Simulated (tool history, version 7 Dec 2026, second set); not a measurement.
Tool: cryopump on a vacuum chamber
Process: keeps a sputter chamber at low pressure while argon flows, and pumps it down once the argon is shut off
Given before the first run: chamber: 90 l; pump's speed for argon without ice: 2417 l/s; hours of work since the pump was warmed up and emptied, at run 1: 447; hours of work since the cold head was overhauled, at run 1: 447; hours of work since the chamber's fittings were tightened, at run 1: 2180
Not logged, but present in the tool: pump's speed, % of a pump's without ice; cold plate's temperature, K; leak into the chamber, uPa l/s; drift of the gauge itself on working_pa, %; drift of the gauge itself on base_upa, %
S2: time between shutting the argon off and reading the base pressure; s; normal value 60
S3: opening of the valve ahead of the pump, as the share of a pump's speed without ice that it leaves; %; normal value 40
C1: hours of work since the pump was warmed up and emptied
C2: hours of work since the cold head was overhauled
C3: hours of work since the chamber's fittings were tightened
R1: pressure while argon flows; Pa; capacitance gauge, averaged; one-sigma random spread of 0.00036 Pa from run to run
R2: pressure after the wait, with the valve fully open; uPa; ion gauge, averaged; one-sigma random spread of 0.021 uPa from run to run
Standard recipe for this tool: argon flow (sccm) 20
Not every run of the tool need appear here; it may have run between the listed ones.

{"run": 1, "day": 0.0, "argon flow (sccm)": 20, "S2": 60, "S3": 40, "C1": 447, "C2": 447, "C3": 2180, "R1": 0.0382, "R2": 1.0}
{"run": 2, "day": 2.046, "argon flow (sccm)": 20, "S2": 60, "S3": 40, "C1": 491, "C2": 491, "C3": 2223, "R1": 0.039, "R2": 1.06}
{"day": 2.775, "done": "pump warmed up, emptied and cooled again"}
{"run": 3, "day": 4.1, "argon flow (sccm)": 20, "S2": 60, "S3": 40, "C1": 28, "C2": 530, "C3": 2262, "R1": 0.0356, "R2": 0.93}
{"day": 4.5, "done": "leaking fittings of the chamber tightened, without venting"}
{"run": 4, "day": 5.717, "argon flow (sccm)": 20, "S2": 60, "S3": 40, "C1": 61, "C2": 562, "C3": 26, "R1": 0.0357, "R2": 0.43}
{"run": 5, "day": 7.262, "argon flow (sccm)": 38, "S2": 60, "S3": 40, "C1": 94, "C2": 595, "C3": 59, "R1": 0.0678, "R2": 0.47}
{"run": 6, "day": 8.308, "argon flow (sccm)": 38, "S2": 60, "S3": 40, "C1": 116, "C2": 617, "C3": 81, "R1": 0.0686, "R2": 0.46}
{"run": 7, "day": 9.925, "argon flow (sccm)": 14, "S2": 60, "S3": 40, "C1": 150, "C2": 652, "C3": 115, "R1": 0.0255, "R2": 0.46}
{"run": 8, "day": 11.238, "argon flow (sccm)": 20, "S2": 60, "S3": 40, "C1": 178, "C2": 680, "C3": 143, "R1": 0.036, "R2": 0.45}
{"run": 9, "day": 12.567, "argon flow (sccm)": 20, "S2": 60, "S3": 40, "C1": 206, "C2": 708, "C3": 171, "R1": 0.0369, "R2": 0.46}
{"run": 10, "day": 13.962, "argon flow (sccm)": 20, "S2": 60, "S3": 40, "C1": 236, "C2": 737, "C3": 201, "R1": 0.0365, "R2": 0.49}
{"run": 11, "day": 15.271, "argon flow (sccm)": 20, "S2": 60, "S3": 40, "C1": 263, "C2": 765, "C3": 229, "R1": 0.0373, "R2": 0.48}
{"run": 12, "day": 16.45, "argon flow (sccm)": 20, "S2": 60, "S3": 40, "C1": 289, "C2": 790, "C3": 254, "R1": 0.037, "R2": 0.53}
{"run": 13, "day": 18.646, "argon flow (sccm)": 20, "S2": 60, "S3": 40, "C1": 335, "C2": 837, "C3": 300, "R1": 0.0374, "R2": 0.53}
{"run": 14, "day": 20.754, "argon flow (sccm)": 20, "S2": 60, "S3": 40, "C1": 380, "C2": 882, "C3": 345, "R1": 0.038, "R2": 0.55}
{"run": 15, "day": 22.996, "argon flow (sccm)": 20, "S2": 60, "S3": 40, "C1": 428, "C2": 929, "C3": 393, "R1": 0.0382, "R2": 0.56}
{"run": 16, "day": 24.067, "argon flow (sccm)": 20, "S2": 60, "S3": 40, "C1": 450, "C2": 952, "C3": 415, "R1": 0.0383, "R2": 0.58}
{"run": 17, "day": 25.238, "argon flow (sccm)": 20, "S2": 60, "S3": 40, "C1": 475, "C2": 977, "C3": 440, "R1": 0.0383, "R2": 0.56}
{"day": 26.804, "done": "pump warmed up, emptied and cooled again"}
{"run": 18, "day": 27.004, "argon flow (sccm)": 20, "S2": 60, "S3": 40, "C1": 4, "C2": 1010, "C3": 473, "R1": 0.0354, "R2": 0.54}
{"run": 19, "day": 28.229, "argon flow (sccm)": 20, "S2": 69, "S3": 44, "C1": 30, "C2": 1036, "C3": 499, "R1": 0.0322, "R2": 0.51}
{"run": 20, "day": 30.179, "argon flow (sccm)": 14, "S2": 60, "S3": 33, "C1": 72, "C2": 1077, "C3": 541, "R1": 0.0294, "R2": 0.56}
{"run": 21, "day": 31.362, "argon flow (sccm)": 20, "S2": 274, "S3": 33, "C1": 97, "C2": 1102, "C3": 566, "R1": 0.0428, "R2": 0.32}
{"run": 22, "day": 32.646, "argon flow (sccm)": 12, "S2": 97, "S3": 33, "C1": 124, "C2": 1130, "C3": 593, "R1": 0.0257, "R2": 0.45}
{"run": 23, "day": 33.762, "argon flow (sccm)": 12, "S2": 97, "S3": 33, "C1": 148, "C2": 1153, "C3": 617, "R1": 0.0261, "R2": 0.49}
{"run": 24, "day": 35.062, "argon flow (sccm)": 23, "S2": 60, "S3": 40, "C1": 175, "C2": 1181, "C3": 644, "R1": 0.0416, "R2": 0.62}
{"run": 25, "day": 37.408, "argon flow (sccm)": 26, "S2": 36, "S3": 54, "C1": 225, "C2": 1231, "C3": 694, "R1": 0.0354, "R2": 0.82}
{"run": 26, "day": 38.742, "argon flow (sccm)": 26, "S2": 36, "S3": 54, "C1": 253, "C2": 1259, "C3": 722, "R1": 0.0361, "R2": 0.81}
{"run": 27, "day": 40.683, "argon flow (sccm)": 20, "S2": 60, "S3": 25, "C1": 295, "C2": 1300, "C3": 764, "R1": 0.0577, "R2": 0.64}
{"run": 28, "day": 42.9, "argon flow (sccm)": 27, "S2": 193, "S3": 41, "C1": 342, "C2": 1347, "C3": 811, "R1": 0.0497, "R2": 0.51}
{"run": 29, "day": 45.067, "argon flow (sccm)": 29, "S2": 154, "S3": 40, "C1": 388, "C2": 1393, "C3": 857, "R1": 0.0548, "R2": 0.53}
{"run": 30, "day": 46.275, "argon flow (sccm)": 29, "S2": 154, "S3": 40, "C1": 413, "C2": 1419, "C3": 882, "R1": 0.0547, "R2": 0.53}
{"run": 31, "day": 48.217, "argon flow (sccm)": 9, "S2": 236, "S3": 26, "C1": 455, "C2": 1460, "C3": 924, "R1": 0.0253, "R2": 0.51}
{"run": 32, "day": 50.358, "argon flow (sccm)": 9, "S2": 236, "S3": 28, "C1": 500, "C2": 1506, "C3": 969, "R1": 0.0247, "R2": 0.57}
{"day": 50.712, "done": "pump warmed up, emptied and cooled again"}
{"run": 33, "day": 52.142, "argon flow (sccm)": 9, "S2": 236, "S3": 28, "C1": 30, "C2": 1539, "C3": 1002, "R1": 0.0227, "R2": 0.43}
{"run": 34, "day": 53.767, "argon flow (sccm)": 19, "S2": 236, "S3": 28, "C1": 65, "C2": 1574, "C3": 1037, "R1": 0.0483, "R2": 0.48}

Alternative continuations, all from the tool just after run 34; predict every row:
{"run": "A", "day": 55.829, "argon flow (sccm)": 20, "S2": 34, "S3": 35, "C1": 109, "C2": 1617, "C3": 1081, "R1": "?", "R2": "?"}
{"run": "B", "day": 55.829, "argon flow (sccm)": 31, "S2": 147, "S3": 39, "C1": 109, "C2": 1617, "C3": 1081, "R1": "?", "R2": "?"}
{"run": "C", "day": 55.829, "argon flow (sccm)": 8, "S2": 34, "S3": 39, "C1": 109, "C2": 1617, "C3": 1081, "R1": "?", "R2": "?"}

run=A R1=0.0412 R2=0.94
run=B R1=0.0574 R2=0.49
run=C R1=0.0145 R2=0.90
The same runs, with their run-to-run variation unchanged, on a tool lacking any hidden condition would have given:
run=A R1=0.0403 R2=0.63
run=B R1=0.0560 R2=0.19
run=C R1=0.0141 R2=0.60

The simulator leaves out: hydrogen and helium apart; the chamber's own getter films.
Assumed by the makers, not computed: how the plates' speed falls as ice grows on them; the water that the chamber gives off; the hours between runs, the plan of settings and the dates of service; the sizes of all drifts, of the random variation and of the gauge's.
